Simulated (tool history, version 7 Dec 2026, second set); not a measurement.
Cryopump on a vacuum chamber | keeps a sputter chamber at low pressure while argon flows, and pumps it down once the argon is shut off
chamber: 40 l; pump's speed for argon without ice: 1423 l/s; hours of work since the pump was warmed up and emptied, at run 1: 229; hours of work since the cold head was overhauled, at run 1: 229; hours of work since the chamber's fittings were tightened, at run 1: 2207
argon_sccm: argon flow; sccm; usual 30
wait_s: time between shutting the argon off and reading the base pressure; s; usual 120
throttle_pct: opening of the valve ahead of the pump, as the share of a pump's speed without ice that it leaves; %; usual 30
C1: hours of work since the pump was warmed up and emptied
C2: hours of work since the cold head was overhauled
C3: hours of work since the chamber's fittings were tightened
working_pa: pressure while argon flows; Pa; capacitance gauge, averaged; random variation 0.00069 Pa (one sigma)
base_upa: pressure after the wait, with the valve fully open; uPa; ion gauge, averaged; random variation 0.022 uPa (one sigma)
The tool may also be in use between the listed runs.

run 1 hour=0 | argon_sccm=30 wait_s=120 throttle_pct=30 | C1=229 C2=229 C3=2207 | working_pa=0.121 base_upa=1.29
run 2 hour=10.5 | argon_sccm=30 wait_s=120 throttle_pct=30 | C1=234 C2=234 C3=2212 | working_pa=0.1208 base_upa=1.26
run 3 hour=22 | argon_sccm=30 wait_s=120 throttle_pct=30 | C1=240 C2=240 C3=2218 | working_pa=0.1227 base_upa=1.24
run 4 hour=39.7 | argon_sccm=30 wait_s=120 throttle_pct=30 | C1=248 C2=248 C3=2227 | working_pa=0.1215 base_upa=1.24
run 5 hour=50.7 | argon_sccm=30 wait_s=120 throttle_pct=30 | C1=254 C2=254 C3=2232 | working_pa=0.1204 base_upa=1.28
run 6 hour=67.8 | argon_sccm=30 wait_s=120 throttle_pct=30 | C1=262 C2=262 C3=2240 | working_pa=0.1216 base_upa=1.27
run 7 hour=91.2 | argon_sccm=30 wait_s=120 throttle_pct=30 | C1=273 C2=273 C3=2252 | working_pa=0.1221 base_upa=1.28
run 8 hour=102.9 | argon_sccm=30 wait_s=120 throttle_pct=30 | C1=279 C2=279 C3=2258 | working_pa=0.1213 base_upa=1.27
run 9 hour=115.2 | argon_sccm=30 wait_s=120 throttle_pct=30 | C1=285 C2=285 C3=2264 | working_pa=0.1213 base_upa=1.27
run 10 hour=126.7 | argon_sccm=30 wait_s=120 throttle_pct=30 | C1=291 C2=291 C3=2269 | working_pa=0.1229 base_upa=1.32
run 11 hour=141.7 | argon_sccm=30 wait_s=120 throttle_pct=30 | C1=298 C2=298 C3=2276 | working_pa=0.1219 base_upa=1.28
run 12 hour=163.9 | argon_sccm=30 wait_s=120 throttle_pct=30 | C1=309 C2=309 C3=2287 | working_pa=0.1217 base_upa=1.25
run 13 hour=186.1 | argon_sccm=30 wait_s=120 throttle_pct=30 | C1=320 C2=320 C3=2298 | working_pa=0.1232 base_upa=1.32
run 14 hour=202.8 | argon_sccm=30 wait_s=120 throttle_pct=30 | C1=328 C2=328 C3=2306 | working_pa=0.1225 base_upa=1.31
run 15 hour=221.5 | argon_sccm=30 wait_s=120 throttle_pct=18 | C1=337 C2=337 C3=2315 | working_pa=0.2033 base_upa=1.33
run 16 hour=240.6 | argon_sccm=30 wait_s=120 throttle_pct=18 | C1=346 C2=346 C3=2325 | working_pa=0.2017 base_upa=1.33
run 17 hour=261.4 | argon_sccm=30 wait_s=120 throttle_pct=18 | C1=356 C2=356 C3=2335 | working_pa=0.2023 base_upa=1.34

Forecast run 18:
run 18 hour=284.9 | argon_sccm=30 wait_s=120 throttle_pct=18 | C1=368 C2=368 C3=2346 | working_pa=? base_upa=?

Run 18 gave working_pa 0.2026 Pa, base_upa 1.35 uPa.
Without the tool's hidden state the same run would have given working_pa 0.1983 Pa, base_upa 0.57 uPa.

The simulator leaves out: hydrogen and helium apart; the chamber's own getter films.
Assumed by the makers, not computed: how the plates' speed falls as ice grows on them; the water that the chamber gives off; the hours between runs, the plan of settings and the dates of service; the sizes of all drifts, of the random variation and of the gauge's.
